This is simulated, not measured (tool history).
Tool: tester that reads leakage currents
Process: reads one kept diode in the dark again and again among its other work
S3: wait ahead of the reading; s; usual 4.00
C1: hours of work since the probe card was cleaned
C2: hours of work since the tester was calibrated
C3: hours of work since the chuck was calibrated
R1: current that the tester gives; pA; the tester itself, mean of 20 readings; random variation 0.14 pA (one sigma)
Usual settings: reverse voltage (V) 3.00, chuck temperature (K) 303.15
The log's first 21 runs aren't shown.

Run 22, day 31.033: usual settings but chuck temperature (K) 311.15; C1 48; C2 1773; C3 1194. Result: R1 83.64 pA.
Run 23, day 32.646: usual settings but chuck temperature (K) 311.15, S3 2.87 s; C1 75; C2 1800; C3 1220. Result: R1 83.70 pA.
Run 24, day 34.496: usual settings but reverse voltage (V) 1.37, chuck temperature (K) 332.15, S3 2.59 s; C1 105; C2 1830; C3 1250. Result: R1 307.12 pA.
Run 25, day 35.612: usual settings but reverse voltage (V) 3.75, chuck temperature (K) 305.15, S3 0.39 s; C1 123; C2 1848; C3 1269. Result: R1 57.76 pA.
Run 26, day 37.042: usual settings but reverse voltage (V) 3.75, chuck temperature (K) 305.15, S3 0.39 s; C1 146; C2 1871; C3 1292. Result: R1 57.69 pA.
At day 37.833: probe card cleaned and baked, once more.
Run 27, day 38.579: usual settings but reverse voltage (V) 3.75, chuck temperature (K) 305.15, S3 0.39 s; C1 12; C2 1894; C3 1315. Result: R1 55.13 pA.
Run 28, day 39.725: usual settings but reverse voltage (V) 1.99; C1 31; C2 1913; C3 1333. Result: R1 31.23 pA.
Run 29, day 41.092: usual settings but S3 0.76 s; C1 53; C2 1935; C3 1356. Result: R1 39.71 pA.
Run 30, day 42.229: usual settings but S3 0.76 s; C1 71; C2 1953; C3 1374. Result: R1 39.79 pA.
Run 31, day 43.462: usual settings but reverse voltage (V) 4.01, chuck temperature (K) 305.15, S3 0.76 s; C1 91; C2 1973; C3 1394. Result: R1 56.11 pA.
Run 32, day 44.521: usual settings but reverse voltage (V) 6.54, chuck temperature (K) 296.15, S3 0.76 s; C1 109; C2 1991; C3 1411. Result: R1 32.46 pA.
Run 33, day 46.158: usual settings but reverse voltage (V) 17.68, chuck temperature (K) 306.15, S3 1.68 s; C1 135; C2 2017; C3 1438. Result: R1 137.02 pA.
Run 34, day 47.562: usual settings but reverse voltage (V) 17.68, chuck temperature (K) 306.15, S3 1.68 s; C1 158; C2 2040; C3 1461. Result: R1 137.53 pA.

3 ways to go on from here, each from the tool as it stands after run 34. What would each give?
Run A, day 48.771: usual settings but reverse voltage (V) 4.80, chuck temperature (K) 298.15; C1 178; C2 2060; C3 1480. Result: R1 ?.
Run B, day 48.771: usual settings but reverse voltage (V) 1.23, S3 1.28 s; C1 178; C2 2060; C3 1480. Result: R1 ?.
Run C, day 48.771: usual settings but reverse voltage (V) 1.03, chuck temperature (K) 296.15, S3 1.68 s; C1 178; C2 2060; C3 1480. Result: R1 ?.

run     R1
  A  31.62
  B  23.81
  C  11.18
Without the tool's hidden state the same runs would have given:
run     R1
  A  35.58
  B  26.89
  C  12.65
